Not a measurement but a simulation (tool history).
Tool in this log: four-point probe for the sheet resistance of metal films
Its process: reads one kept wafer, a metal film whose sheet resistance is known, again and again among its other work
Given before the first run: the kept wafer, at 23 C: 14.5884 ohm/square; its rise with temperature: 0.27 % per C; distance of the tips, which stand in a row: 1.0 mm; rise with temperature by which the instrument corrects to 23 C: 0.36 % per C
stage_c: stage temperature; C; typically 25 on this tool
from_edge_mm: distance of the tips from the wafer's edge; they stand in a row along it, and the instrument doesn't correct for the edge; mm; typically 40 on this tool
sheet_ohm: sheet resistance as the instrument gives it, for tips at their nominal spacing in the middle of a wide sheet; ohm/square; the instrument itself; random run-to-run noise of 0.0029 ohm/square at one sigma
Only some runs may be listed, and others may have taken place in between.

run 1 hour=0 | stage_c=25 from_edge_mm=40 | sheet_ohm=14.561449
run 2 hour=67.2 | stage_c=25 from_edge_mm=40 | sheet_ohm=14.566547
run 3 hour=120.3 | stage_c=25 from_edge_mm=20 | sheet_ohm=14.57731
run 4 hour=162.3 | stage_c=19 from_edge_mm=40 | sheet_ohm=14.637502
run 5 hour=226.4 | stage_c=30 from_edge_mm=40 | sheet_ohm=14.507181
-- hour=244.3 stage's thermometer calibrated
run 6 hour=309.8 | stage_c=30 from_edge_mm=40 | sheet_ohm=14.517402
run 7 hour=386.2 | stage_c=30 from_edge_mm=31 | sheet_ohm=14.521055
run 8 hour=470.2 | stage_c=31 from_edge_mm=40 | sheet_ohm=14.505765
run 9 hour=527.3 | stage_c=31 from_edge_mm=40 | sheet_ohm=14.506764
run 10 hour=565.6 | stage_c=25 from_edge_mm=40 | sheet_ohm=14.581729
run 11 hour=625.9 | stage_c=25 from_edge_mm=40 | sheet_ohm=14.583285
run 12 hour=708.9 | stage_c=35 from_edge_mm=4 | sheet_ohm=14.934876
run 13 hour=772.7 | stage_c=23 from_edge_mm=18 | sheet_ohm=14.625268
run 14 hour=807.6 | stage_c=28 from_edge_mm=59 | sheet_ohm=14.546048

What does the tool deliver on the next run?
run 15 hour=854 | stage_c=24 from_edge_mm=4 | sheet_ohm=?

sheet_ohm: 15.060499 ohm/square
With the hidden condition absent and the run-to-run variation left alone, this run would have shown sheet_ohm 15.047167 ohm/square.

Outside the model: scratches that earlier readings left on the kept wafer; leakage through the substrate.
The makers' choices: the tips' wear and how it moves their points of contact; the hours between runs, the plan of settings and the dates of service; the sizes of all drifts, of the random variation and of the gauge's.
